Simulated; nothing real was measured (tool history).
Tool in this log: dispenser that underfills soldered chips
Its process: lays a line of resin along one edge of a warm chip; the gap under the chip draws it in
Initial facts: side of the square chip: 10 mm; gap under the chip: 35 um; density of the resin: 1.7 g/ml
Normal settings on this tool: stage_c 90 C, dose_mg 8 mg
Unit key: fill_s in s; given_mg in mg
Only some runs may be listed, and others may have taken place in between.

| run | hour | stage_c | dose_mg | fill_s | given_mg |
|---|---|---|---|---|---|
| 1 | 0 | 90 | 8 | 178.2 | 7.95 |
| 2 | 4 | 90 | 8 | 200.6 | 7.99 |
| 3 | 9 | 90 | 8 | 248.8 | 7.96 |
|  | 12.8 | new syringe of resin |
| 4 | 13.4 | 90 | 8 | 152.7 | 7.92 |
| 5 | 20.1 | 90 | 8 | 197.9 | 7.93 |
| 6 | 24 | 90 | 7.59 | 234 | 7.53 |
| 7 | 28.2 | 87 | 9.61 | 287 | 9.48 |
|  | 29.8 | new syringe of resin |
| 8 | 34.4 | 87 | 9.61 | 192.8 | 9.49 |
| 9 | 41.9 | 88 | 8.26 | 251.6 | 8.1 |
|  | 46.7 | new syringe of resin |
| 10 | 47.1 | 96 | 7.56 | 126.9 | 7.48 |

Measured minus without-hidden-state, run by run (identical run-to-run variation in each term; gauge scatter may differ):
The tool's hidden condition here consists of: resin's viscosity, % of fresh resin's; dose that the valve gives, % of what is set; true chip temperature over the reading, C; drift of the gauge itself on fill_s, %; drift of the gauge itself on given_mg, %.
| run | fill_s | given_mg |
|---|---|---|
| 1 | +26.9 | -0.04 |
| 2 | +54 | -0.05 |
| 3 | +97.9 | -0.06 |
| 4 | +4.7 | -0.07 |
| 5 | +48.5 | -0.07 |
| 6 | +81.3 | -0.08 |
| 7 | +126.4 | -0.11 |
| 8 | +33.2 | -0.12 |
| 9 | +94.7 | -0.12 |
| 10 | +5.4 | -0.12 |
